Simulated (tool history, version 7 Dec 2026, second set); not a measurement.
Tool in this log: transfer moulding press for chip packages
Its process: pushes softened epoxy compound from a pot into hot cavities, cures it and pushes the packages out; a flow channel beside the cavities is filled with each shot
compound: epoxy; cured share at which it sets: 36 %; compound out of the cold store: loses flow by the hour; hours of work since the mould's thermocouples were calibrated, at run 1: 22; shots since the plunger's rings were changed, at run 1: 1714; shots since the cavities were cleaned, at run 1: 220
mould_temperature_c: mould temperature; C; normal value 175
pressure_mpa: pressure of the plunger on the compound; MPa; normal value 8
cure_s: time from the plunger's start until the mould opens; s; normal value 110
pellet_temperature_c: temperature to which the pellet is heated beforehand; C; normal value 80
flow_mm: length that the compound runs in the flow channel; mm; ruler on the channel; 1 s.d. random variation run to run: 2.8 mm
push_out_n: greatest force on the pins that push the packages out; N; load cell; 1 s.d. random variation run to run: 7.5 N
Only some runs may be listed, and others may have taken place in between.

run,hour,mould_temperature_c,pressure_mpa,cure_s,pellet_temperature_c,hours of work since the mould's thermocouples were calibrated,shots since the plunger's rings were changed,shots since the cavities were cleaned,incoming compound's hours out of the cold store,flow_mm,push_out_n
1,0.0,175,8,110,80,22,1714,220,11.3,897,337
# hour 29.9: cavities cleaned with cleaning compound and waxed
2,37.0,175,8,110,85,46,2098,78,42.2,742,323
# hour 77.5: cavities cleaned with cleaning compound and waxed
3,78.0,175,8,110,80,73,2524,5,32.2,784,323
# hour 97.4: plunger's sealing rings changed
# hour 130.9: cavities cleaned with cleaning compound and waxed
4,130.9,177,8,110,80,106,346,0,23.7,816,303
5,163.9,177,8,110,80,128,703,357,18.8,841,316
# hour 178.7: cavities cleaned with cleaning compound and waxed
6,198.3,177,8,110,80,151,1059,212,31.9,781,306
# hour 227.6: cavities cleaned with cleaning compound and waxed
7,248.0,175,8,110,80,183,1580,221,39.2,753,316
# hour 275.4: cavities cleaned with cleaning compound and waxed
8,289.4,180,8,110,80,211,2010,151,19.7,831,293
# hour 324.9: cavities cleaned with cleaning compound and waxed
9,325.9,177,8,110,80,234,2389,12,37.5,755,296
# hour 359.2: plunger's sealing rings changed
10,366.2,175,8,110,81,260,76,420,45.3,727,314
# hour 377.2: cavities cleaned with cleaning compound and waxed
11,414.7,171,8,110,81,292,584,405,39.5,764,391
# hour 428.2: cavities cleaned with cleaning compound and waxed
12,442.0,175,8,110,80,310,862,148,27.2,807,339
# hour 479.3: cavities cleaned with cleaning compound and waxed
13,479.3,175,8,110,80,334,1249,0,46.8,719,318

What does the tool deliver on the next run?
# hour 525.7: mould's thermocouples calibrated
# hour 531.4: cavities cleaned with cleaning compound and waxed
14,534.7,175,8,110,80,5,1810,36,23.0,?,?

flow_mm: 832 mm
push_out_n: 323 N
If the tool had no hidden condition, the same run with the same run-to-run variation would have returned flow_mm 832 mm, push_out_n 323 N.
